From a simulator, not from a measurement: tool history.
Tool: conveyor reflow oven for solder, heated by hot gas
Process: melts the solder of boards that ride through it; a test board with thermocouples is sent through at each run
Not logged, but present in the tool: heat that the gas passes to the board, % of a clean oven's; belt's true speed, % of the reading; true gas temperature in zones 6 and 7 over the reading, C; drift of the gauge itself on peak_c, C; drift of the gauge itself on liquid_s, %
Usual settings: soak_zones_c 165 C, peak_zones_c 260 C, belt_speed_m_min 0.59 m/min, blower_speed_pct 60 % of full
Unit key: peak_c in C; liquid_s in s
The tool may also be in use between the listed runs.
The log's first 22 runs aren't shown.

run,hour,soak_zones_c,peak_zones_c,belt_speed_m_min,blower_speed_pct,hours of work since the flux was cleaned out,hours of work since the belt drive was overhauled,hours of work since the thermocouples were changed,peak_c,liquid_s
23,752.2,165,253,0.522,77,197,1336,196,244.7,64.6
24,782,165,253,0.522,77,213,1352,212,244.2,64.1
25,807.2,165,253,0.522,77,226,1365,225,243.6,63.1
26,847,165,253,0.522,77,247,1386,246,243.4,63.2
# hour 883.4: flux residue cleaned out of gas plates and filters
27,892.5,173,265,0.562,60,5,1408,267,253.8,68.9
28,933,173,265,0.562,60,26,1429,289,253.6,68.4
29,958.8,173,265,0.562,60,40,1443,302,253.1,69.1
30,981.7,165,260,0.51,80,52,1455,314,252.5,73.5
31,1004,165,254,0.702,60,64,1466,326,236,35.6

Below are 3 alternative next runs, each starting from the tool's condition after run 31. Predict each:
A,1035.2,165,262,0.59,52,80,1483,343,?,?
B,1035.2,165,260,0.675,60,80,1483,343,?,?
C,1035.2,165,256,0.536,74,80,1483,343,?,?

run,peak_c,liquid_s
A,246.8,55.7
B,242.8,43.7
C,246.7,64.4
Without the tool's hidden state the same runs would have given:
run,peak_c,liquid_s
A,247.6,54.3
B,243.6,42.8
C,247.8,63

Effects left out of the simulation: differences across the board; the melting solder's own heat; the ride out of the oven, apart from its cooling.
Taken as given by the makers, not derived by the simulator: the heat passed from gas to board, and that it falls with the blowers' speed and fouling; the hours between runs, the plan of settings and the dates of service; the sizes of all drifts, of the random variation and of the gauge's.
